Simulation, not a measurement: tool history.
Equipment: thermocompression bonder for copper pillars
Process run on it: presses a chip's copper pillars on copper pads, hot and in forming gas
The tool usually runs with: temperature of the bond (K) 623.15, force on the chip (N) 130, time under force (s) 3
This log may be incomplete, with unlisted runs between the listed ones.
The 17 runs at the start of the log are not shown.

run	day	temperature of the bond (K)	force on the chip (N)	time under force (s)	force that shears a chip off (N)
18	32.329	650.15	130	3	71.0
# day 33.038: forming gas filter changed
19	33.962	650.15	130	3	75.5
20	36.117	650.15	130	3	74.5
21	38.583	650.15	130	3	72.1
22	40.775	650.15	130	3	72.7
23	43.267	642.15	130	3	67.8
# day 43.646: forming gas filter changed
24	44.708	630.15	129	3	62.9
25	46.042	630.15	129	3	63.3
26	47.371	631.15	161	3	70.6
27	48.821	611.15	91	4	45.1
28	50.396	604.15	192	4	64.8
29	52.504	604.15	192	4	63.9
# day 54.292: forming gas filter changed
30	54.404	604.15	192	4	67.3
31	56.004	604.15	192	4	64.3
32	58.196	606.15	106	3	42.0
33	59.933	650.15	93	4	65.0
34	61.138	623.15	120	3	53.4
35	62.212	623.15	101	3	48.9
# day 63.775: force cell calibrated
36	64.500	623.15	125	4	60.4
# day 64.908: forming gas filter changed
37	66.696	623.15	125	5	67.1
38	68.650	640.15	130	3	67.7
39	70.862	652.15	112	9	82.0
40	72.688	594.15	139	3	43.6

Each row is a separate what-if for the run after 40, all from the same tool condition, not one after another. Results?
A	74.517	623.15	93	4	?
B	74.517	623.15	108	3	?
C	74.517	641.15	109	4	?

run	force that shears a chip off (N)
A	51.2
B	50.2
C	66.5
The same runs, with their run-to-run variation unchanged, on a tool lacking any hidden condition would have given:
run	force that shears a chip off (N)
A	57.9
B	56.8
C	73.5
